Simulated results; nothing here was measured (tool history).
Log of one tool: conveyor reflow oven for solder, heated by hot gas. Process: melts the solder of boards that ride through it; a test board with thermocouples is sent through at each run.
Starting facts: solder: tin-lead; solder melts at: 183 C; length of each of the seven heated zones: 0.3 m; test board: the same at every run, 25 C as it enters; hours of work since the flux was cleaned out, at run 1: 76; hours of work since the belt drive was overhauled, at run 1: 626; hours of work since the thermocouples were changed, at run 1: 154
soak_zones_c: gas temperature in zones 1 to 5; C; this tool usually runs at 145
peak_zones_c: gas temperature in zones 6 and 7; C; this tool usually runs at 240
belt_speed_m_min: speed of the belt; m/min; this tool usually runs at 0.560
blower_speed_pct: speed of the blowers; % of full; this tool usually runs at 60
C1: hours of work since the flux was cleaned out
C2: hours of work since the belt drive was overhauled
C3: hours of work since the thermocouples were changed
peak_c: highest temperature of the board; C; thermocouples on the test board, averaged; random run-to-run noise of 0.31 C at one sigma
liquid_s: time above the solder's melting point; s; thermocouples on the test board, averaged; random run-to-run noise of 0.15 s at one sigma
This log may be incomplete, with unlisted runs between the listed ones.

run 1 day=0.000 | soak_zones_c=145 peak_zones_c=240 belt_speed_m_min=0.560 blower_speed_pct=60 | C1=76 C2=626 C3=154 | peak_c=223.6 liquid_s=54.7
run 2 day=1.754 | soak_zones_c=145 peak_zones_c=240 belt_speed_m_min=0.560 blower_speed_pct=60 | C1=95 C2=644 C3=172 | peak_c=223.9 liquid_s=54.9
run 3 day=3.538 | soak_zones_c=145 peak_zones_c=240 belt_speed_m_min=0.560 blower_speed_pct=56 | C1=114 C2=664 C3=192 | peak_c=222.2 liquid_s=54.1
run 4 day=4.879 | soak_zones_c=145 peak_zones_c=240 belt_speed_m_min=0.560 blower_speed_pct=60 | C1=129 C2=678 C3=206 | peak_c=223.5 liquid_s=54.4
run 5 day=6.625 | soak_zones_c=145 peak_zones_c=240 belt_speed_m_min=0.560 blower_speed_pct=62 | C1=147 C2=697 C3=225 | peak_c=224.0 liquid_s=54.9
run 6 day=7.688 | soak_zones_c=145 peak_zones_c=240 belt_speed_m_min=0.560 blower_speed_pct=62 | C1=159 C2=708 C3=236 | peak_c=223.5 liquid_s=55.0
run 7 day=9.288 | soak_zones_c=143 peak_zones_c=240 belt_speed_m_min=0.652 blower_speed_pct=60 | C1=176 C2=725 C3=253 | peak_c=217.1 liquid_s=42.6
run 8 day=10.725 | soak_zones_c=145 peak_zones_c=245 belt_speed_m_min=0.560 blower_speed_pct=51 | C1=191 C2=741 C3=269 | peak_c=224.4 liquid_s=55.2
run 9 day=12.346 | soak_zones_c=139 peak_zones_c=252 belt_speed_m_min=0.551 blower_speed_pct=56 | C1=209 C2=758 C3=286 | peak_c=231.5 liquid_s=58.0
run 10 day=13.950 | soak_zones_c=133 peak_zones_c=232 belt_speed_m_min=0.513 blower_speed_pct=53 | C1=226 C2=775 C3=303 | peak_c=214.4 liquid_s=49.9
run 11 day=15.442 | soak_zones_c=151 peak_zones_c=249 belt_speed_m_min=0.560 blower_speed_pct=60 | C1=242 C2=791 C3=319 | peak_c=231.5 liquid_s=60.8
-- day=16.012 flux residue cleaned out of gas plates and filters
run 12 day=17.521 | soak_zones_c=145 peak_zones_c=251 belt_speed_m_min=0.578 blower_speed_pct=50 | C1=16 C2=812 C3=340 | peak_c=228.8 liquid_s=55.5

4 options for the next run, each taken on its own from the tool as it stands now. Forecast them:
run A day=18.588 | soak_zones_c=145 peak_zones_c=251 belt_speed_m_min=0.578 blower_speed_pct=72 | C1=28 C2=823 C3=351 | peak_c=? liquid_s=?
run B day=18.588 | soak_zones_c=145 peak_zones_c=254 belt_speed_m_min=0.578 blower_speed_pct=50 | C1=28 C2=823 C3=351 | peak_c=? liquid_s=?
run C day=18.588 | soak_zones_c=133 peak_zones_c=231 belt_speed_m_min=0.560 blower_speed_pct=60 | C1=28 C2=823 C3=351 | peak_c=? liquid_s=?
run D day=18.588 | soak_zones_c=131 peak_zones_c=251 belt_speed_m_min=0.547 blower_speed_pct=50 | C1=28 C2=823 C3=351 | peak_c=? liquid_s=?

run=A peak_c=234.8 liquid_s=58.7
run=B peak_c=230.8 liquid_s=56.8
run=C peak_c=213.0 liquid_s=44.5
run=D peak_c=227.8 liquid_s=54.2
Stripped of hidden state, with their random variation kept, the same runs would have yielded:
run=A peak_c=235.3 liquid_s=57.8
run=B peak_c=231.1 liquid_s=55.9
run=C peak_c=213.5 liquid_s=44.0
run=D peak_c=228.1 liquid_s=53.4
